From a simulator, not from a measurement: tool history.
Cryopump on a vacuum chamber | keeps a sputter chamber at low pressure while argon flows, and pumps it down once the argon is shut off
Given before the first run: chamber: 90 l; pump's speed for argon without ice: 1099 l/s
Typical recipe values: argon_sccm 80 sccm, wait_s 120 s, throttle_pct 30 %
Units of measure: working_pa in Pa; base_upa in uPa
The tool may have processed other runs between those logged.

{"run": 1, "day": 0.0, "argon_sccm": 80, "wait_s": 120, "throttle_pct": 30, "working_pa": 0.4211, "base_upa": 0.96}
{"run": 2, "day": 0.617, "argon_sccm": 80, "wait_s": 120, "throttle_pct": 30, "working_pa": 0.4177, "base_upa": 1.05}
{"run": 3, "day": 1.417, "argon_sccm": 80, "wait_s": 120, "throttle_pct": 30, "working_pa": 0.4201, "base_upa": 1.04}
{"run": 4, "day": 2.517, "argon_sccm": 80, "wait_s": 120, "throttle_pct": 30, "working_pa": 0.4205, "base_upa": 1.03}
{"run": 5, "day": 3.575, "argon_sccm": 80, "wait_s": 57, "throttle_pct": 30, "working_pa": 0.4251, "base_upa": 1.71}
{"run": 6, "day": 4.25, "argon_sccm": 80, "wait_s": 57, "throttle_pct": 30, "working_pa": 0.4271, "base_upa": 1.76}
{"run": 7, "day": 5.379, "argon_sccm": 39, "wait_s": 57, "throttle_pct": 30, "working_pa": 0.2075, "base_upa": 1.73}
{"run": 8, "day": 6.279, "argon_sccm": 91, "wait_s": 57, "throttle_pct": 30, "working_pa": 0.4902, "base_upa": 1.72}
{"run": 9, "day": 7.354, "argon_sccm": 91, "wait_s": 57, "throttle_pct": 30, "working_pa": 0.48, "base_upa": 1.73}
{"run": 10, "day": 8.042, "argon_sccm": 91, "wait_s": 57, "throttle_pct": 30, "working_pa": 0.4851, "base_upa": 1.74}
{"run": 11, "day": 8.85, "argon_sccm": 91, "wait_s": 57, "throttle_pct": 30, "working_pa": 0.4879, "base_upa": 1.75}
{"run": 12, "day": 9.554, "argon_sccm": 91, "wait_s": 57, "throttle_pct": 30, "working_pa": 0.4866, "base_upa": 1.77}
{"run": 13, "day": 10.225, "argon_sccm": 80, "wait_s": 120, "throttle_pct": 32, "working_pa": 0.4032, "base_upa": 1.1}
{"run": 14, "day": 10.904, "argon_sccm": 80, "wait_s": 120, "throttle_pct": 32, "working_pa": 0.4012, "base_upa": 1.09}
{"run": 15, "day": 11.429, "argon_sccm": 80, "wait_s": 120, "throttle_pct": 32, "working_pa": 0.4046, "base_upa": 1.02}
{"run": 16, "day": 11.917, "argon_sccm": 80, "wait_s": 120, "throttle_pct": 15, "working_pa": 0.8389, "base_upa": 1.14}
{"run": 17, "day": 12.925, "argon_sccm": 80, "wait_s": 120, "throttle_pct": 15, "working_pa": 0.8422, "base_upa": 1.06}
{"run": 18, "day": 13.575, "argon_sccm": 57, "wait_s": 120, "throttle_pct": 30, "working_pa": 0.3056, "base_upa": 1.12}
{"run": 19, "day": 14.3, "argon_sccm": 111, "wait_s": 89, "throttle_pct": 30, "working_pa": 0.5969, "base_upa": 1.29}
{"run": 20, "day": 15.392, "argon_sccm": 111, "wait_s": 89, "throttle_pct": 30, "working_pa": 0.5967, "base_upa": 1.35}
{"run": 21, "day": 16.104, "argon_sccm": 72, "wait_s": 292, "throttle_pct": 16, "working_pa": 0.711, "base_upa": 0.72}
{"run": 22, "day": 16.817, "argon_sccm": 70, "wait_s": 120, "throttle_pct": 30, "working_pa": 0.3791, "base_upa": 1.13}
{"run": 23, "day": 17.4, "argon_sccm": 54, "wait_s": 120, "throttle_pct": 30, "working_pa": 0.2917, "base_upa": 1.13}
{"run": 24, "day": 18.433, "argon_sccm": 89, "wait_s": 120, "throttle_pct": 30, "working_pa": 0.4849, "base_upa": 1.14}
{"run": 25, "day": 19.412, "argon_sccm": 72, "wait_s": 29, "throttle_pct": 38, "working_pa": 0.315, "base_upa": 3.1}
{"run": 26, "day": 20.512, "argon_sccm": 65, "wait_s": 100, "throttle_pct": 30, "working_pa": 0.3557, "base_upa": 1.24}
{"run": 27, "day": 21.296, "argon_sccm": 79, "wait_s": 22, "throttle_pct": 28, "working_pa": 0.4591, "base_upa": 3.91}
{"run": 28, "day": 22.033, "argon_sccm": 79, "wait_s": 22, "throttle_pct": 28, "working_pa": 0.4584, "base_upa": 3.97}
{"run": 29, "day": 22.525, "argon_sccm": 54, "wait_s": 83, "throttle_pct": 32, "working_pa": 0.2773, "base_upa": 1.39}
{"run": 30, "day": 23.017, "argon_sccm": 54, "wait_s": 83, "throttle_pct": 32, "working_pa": 0.275, "base_upa": 1.46}
{"run": 31, "day": 23.783, "argon_sccm": 45, "wait_s": 220, "throttle_pct": 30, "working_pa": 0.2459, "base_upa": 0.85}
{"run": 32, "day": 24.496, "argon_sccm": 45, "wait_s": 220, "throttle_pct": 30, "working_pa": 0.2447, "base_upa": 0.85}
{"run": 33, "day": 25.229, "argon_sccm": 53, "wait_s": 30, "throttle_pct": 30, "working_pa": 0.2919, "base_upa": 3.08}
{"run": 34, "day": 25.804, "argon_sccm": 53, "wait_s": 30, "throttle_pct": 30, "working_pa": 0.289, "base_upa": 3.04}
{"day": 26.417, "done": "pump warmed up, emptied and cooled again"}
{"run": 35, "day": 27.138, "argon_sccm": 80, "wait_s": 57, "throttle_pct": 38, "working_pa": 0.3261, "base_upa": 1.76}

Forecast each of these 3 alternatives for the next run:
{"run": "A", "day": 27.854, "argon_sccm": 80, "wait_s": 285, "throttle_pct": 38, "working_pa": "?", "base_upa": "?"}
{"run": "B", "day": 27.854, "argon_sccm": 77, "wait_s": 93, "throttle_pct": 38, "working_pa": "?", "base_upa": "?"}
{"run": "C", "day": 27.854, "argon_sccm": 80, "wait_s": 57, "throttle_pct": 31, "working_pa": "?", "base_upa": "?"}

run=A working_pa=0.3277 base_upa=0.68
run=B working_pa=0.3115 base_upa=1.23
run=C working_pa=0.4000 base_upa=1.76
What these runs would have given with no unlogged condition in the tool:
run=A working_pa=0.3262 base_upa=0.52
run=B working_pa=0.3101 base_upa=1.06
run=C working_pa=0.3985 base_upa=1.59
